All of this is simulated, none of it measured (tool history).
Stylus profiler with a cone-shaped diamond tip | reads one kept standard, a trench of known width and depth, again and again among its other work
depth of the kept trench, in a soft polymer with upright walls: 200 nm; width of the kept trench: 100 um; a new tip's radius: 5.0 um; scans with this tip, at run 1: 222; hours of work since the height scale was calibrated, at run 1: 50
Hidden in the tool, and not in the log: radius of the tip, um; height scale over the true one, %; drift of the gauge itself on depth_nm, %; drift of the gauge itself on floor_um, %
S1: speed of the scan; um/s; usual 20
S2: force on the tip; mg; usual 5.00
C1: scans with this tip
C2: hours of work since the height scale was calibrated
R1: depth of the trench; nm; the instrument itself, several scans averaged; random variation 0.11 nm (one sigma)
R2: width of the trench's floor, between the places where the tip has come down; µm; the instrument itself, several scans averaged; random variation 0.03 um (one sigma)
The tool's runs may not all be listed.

{"run": 1, "hour": 0.0, "S1": 20, "S2": 5.0, "C1": 222, "C2": 50, "R1": 204.98, "R2": 97.14}
{"run": 2, "hour": 17.5, "S1": 20, "S2": 5.0, "C1": 265, "C2": 59, "R1": 204.83, "R2": 97.12}
{"run": 3, "hour": 34.8, "S1": 20, "S2": 5.0, "C1": 306, "C2": 69, "R1": 205.11, "R2": 97.17}
{"run": 4, "hour": 49.6, "S1": 20, "S2": 5.0, "C1": 342, "C2": 77, "R1": 204.97, "R2": 97.13}
{"run": 5, "hour": 67.0, "S1": 20, "S2": 8.18, "C1": 384, "C2": 86, "R1": 206.92, "R2": 97.19}
{"run": 6, "hour": 83.6, "S1": 20, "S2": 8.18, "C1": 424, "C2": 95, "R1": 206.91, "R2": 97.13}
{"run": 7, "hour": 100.7, "S1": 20, "S2": 2.44, "C1": 466, "C2": 104, "R1": 203.06, "R2": 97.1}
{"run": 8, "hour": 113.6, "S1": 20, "S2": 2.44, "C1": 497, "C2": 111, "R1": 203.16, "R2": 97.07}
{"run": 9, "hour": 122.0, "S1": 20, "S2": 2.44, "C1": 517, "C2": 116, "R1": 203.16, "R2": 97.13}
{"run": 10, "hour": 133.5, "S1": 20, "S2": 2.44, "C1": 545, "C2": 122, "R1": 202.97, "R2": 97.13}
{"run": 11, "hour": 146.4, "S1": 20, "S2": 5.0, "C1": 576, "C2": 129, "R1": 204.99, "R2": 97.08}
{"run": 12, "hour": 156.5, "S1": 5, "S2": 5.0, "C1": 600, "C2": 134, "R1": 204.89, "R2": 97.17}
{"run": 13, "hour": 167.5, "S1": 25, "S2": 1.92, "C1": 627, "C2": 140, "R1": 202.6, "R2": 97.15}
{"run": 14, "hour": 184.5, "S1": 24, "S2": 7.83, "C1": 668, "C2": 150, "R1": 206.82, "R2": 97.07}
{"run": 15, "hour": 199.1, "S1": 21, "S2": 2.1, "C1": 703, "C2": 157, "R1": 203.11, "R2": 97.13}
{"run": 16, "hour": 208.7, "S1": 5, "S2": 4.54, "C1": 727, "C2": 163, "R1": 204.86, "R2": 97.2}
{"run": 17, "hour": 224.8, "S1": 17, "S2": 4.54, "C1": 766, "C2": 171, "R1": 204.57, "R2": 97.12}
{"run": 18, "hour": 238.7, "S1": 17, "S2": 4.54, "C1": 799, "C2": 179, "R1": 204.55, "R2": 97.14}
{"run": 19, "hour": 254.1, "S1": 17, "S2": 4.54, "C1": 836, "C2": 187, "R1": 204.59, "R2": 97.13}
{"run": 20, "hour": 265.7, "S1": 55, "S2": 2.42, "C1": 865, "C2": 193, "R1": 203.01, "R2": 97.04}
{"run": 21, "hour": 275.9, "S1": 55, "S2": 2.42, "C1": 889, "C2": 199, "R1": 203.13, "R2": 96.89}
{"run": 22, "hour": 289.1, "S1": 20, "S2": 5.42, "C1": 921, "C2": 206, "R1": 205.14, "R2": 97.09}

3 ways to go on from here, each from the tool as it stands after run 22. What would each give?
{"run": "A", "hour": 304.4, "S1": 11, "S2": 3.48, "C1": 958, "C2": 214, "R1": "?", "R2": "?"}
{"run": "B", "hour": 304.4, "S1": 5, "S2": 3.9, "C1": 958, "C2": 214, "R1": "?", "R2": "?"}
{"run": "C", "hour": 304.4, "S1": 20, "S2": 5.42, "C1": 958, "C2": 214, "R1": "?", "R2": "?"}

run=A R1=203.89 R2=97.19
run=B R1=204.37 R2=97.12
run=C R1=205.35 R2=97.15
Without the tool's hidden state the same runs would have given:
run=A R1=203.89 R2=97.20
run=B R1=204.36 R2=97.12
run=C R1=205.35 R2=97.16

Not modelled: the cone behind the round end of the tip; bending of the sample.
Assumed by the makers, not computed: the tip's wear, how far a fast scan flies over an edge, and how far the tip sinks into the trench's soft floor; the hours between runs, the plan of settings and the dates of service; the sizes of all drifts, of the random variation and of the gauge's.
